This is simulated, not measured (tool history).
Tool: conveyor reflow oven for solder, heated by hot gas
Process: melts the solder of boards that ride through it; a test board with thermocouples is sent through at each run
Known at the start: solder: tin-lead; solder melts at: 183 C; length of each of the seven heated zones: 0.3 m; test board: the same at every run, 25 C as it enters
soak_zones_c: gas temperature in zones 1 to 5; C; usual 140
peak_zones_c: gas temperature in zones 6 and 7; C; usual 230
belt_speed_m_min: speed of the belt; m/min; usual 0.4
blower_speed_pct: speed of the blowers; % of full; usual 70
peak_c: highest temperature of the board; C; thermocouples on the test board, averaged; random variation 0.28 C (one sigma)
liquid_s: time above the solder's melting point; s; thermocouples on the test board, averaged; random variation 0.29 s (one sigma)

Run 1, day 0: usual settings. Result: peak_c 214.4 C, liquid_s 66.4 s.
Run 2, day 1.442: usual settings. Result: peak_c 214.1 C, liquid_s 66.5 s.
Run 3, day 2.438: usual settings. Result: peak_c 214.2 C, liquid_s 65.4 s.
Run 4, day 3.704: usual settings. Result: peak_c 214.2 C, liquid_s 65.5 s.
Run 5, day 5.817: usual settings. Result: peak_c 214.2 C, liquid_s 65.1 s.
Run 6, day 7.775: usual settings but soak_zones_c 148 C. Result: peak_c 215.5 C, liquid_s 70.3 s.
Run 7, day 9.962: usual settings but soak_zones_c 148 C. Result: peak_c 215.4 C, liquid_s 70.5 s.
At day 10.867: flux residue cleaned out of gas plates and filters.
Run 8, day 11.525: usual settings. Result: peak_c 215.2 C, liquid_s 66.6 s.
Run 9, day 12.617: usual settings. Result: peak_c 214.3 C, liquid_s 67.1 s.
Run 10, day 13.862: usual settings. Result: peak_c 214.9 C, liquid_s 66.7 s.
Run 11, day 15.642: usual settings. Result: peak_c 214.4 C, liquid_s 66.5 s.
Run 12, day 17.425: usual settings. Result: peak_c 214.8 C, liquid_s 65.9 s.
Run 13, day 19.704: usual settings but soak_zones_c 144 C, peak_zones_c 239 C, belt_speed_m_min 0.478 m/min, blower_speed_pct 68 % of full. Result: peak_c 216.4 C, liquid_s 56.5 s.
At day 21.675: flux residue cleaned out of gas plates and filters.
Run 14, day 21.842: usual settings but soak_zones_c 143 C, peak_zones_c 235 C, belt_speed_m_min 0.36 m/min, blower_speed_pct 67 % of full. Result: peak_c 223.4 C, liquid_s 84 s.
Run 15, day 22.908: usual settings but soak_zones_c 143 C, peak_zones_c 235 C, belt_speed_m_min 0.36 m/min, blower_speed_pct 67 % of full. Result: peak_c 223 C, liquid_s 84 s.
Run 16, day 24.467: usual settings but soak_zones_c 134 C, peak_zones_c 235 C, belt_speed_m_min 0.36 m/min, blower_speed_pct 67 % of full. Result: peak_c 221.9 C, liquid_s 78.2 s.
Run 17, day 26.038: usual settings but soak_zones_c 134 C, peak_zones_c 235 C, belt_speed_m_min 0.36 m/min, blower_speed_pct 67 % of full. Result: peak_c 221.5 C, liquid_s 78.2 s.
Run 18, day 28.083: usual settings but soak_zones_c 148 C, peak_zones_c 221 C, belt_speed_m_min 0.48 m/min, blower_speed_pct 87 % of full. Result: peak_c 206.7 C, liquid_s 50.8 s.
Run 19, day 29.317: usual settings but soak_zones_c 127 C, peak_zones_c 232 C, blower_speed_pct 63 % of full. Result: peak_c 213.2 C, liquid_s 59.3 s.
Run 20, day 31.388: usual settings but soak_zones_c 151 C, peak_zones_c 227 C, belt_speed_m_min 0.332 m/min. Result: peak_c 219 C, liquid_s 92.5 s.
At day 32.483: flux residue cleaned out of gas plates and filters.
Run 21, day 32.608: usual settings but soak_zones_c 144 C, peak_zones_c 229 C. Result: peak_c 216 C, liquid_s 70.4 s.
Run 22, day 34.371: usual settings but soak_zones_c 144 C, peak_zones_c 229 C. Result: peak_c 216.3 C, liquid_s 69.9 s.

Run 23 comes next. What will it give?
At day 35.179: belt drive overhauled, speed set with a stopwatch.
Run 23, day 36.642: usual settings but soak_zones_c 144 C, peak_zones_c 229 C. Result: peak_c ?, liquid_s ?.

peak_c: 216.1 C
liquid_s: 68.4 s
Without the tool's hidden state the same run would have given peak_c 214.6 C, liquid_s 67.4 s.
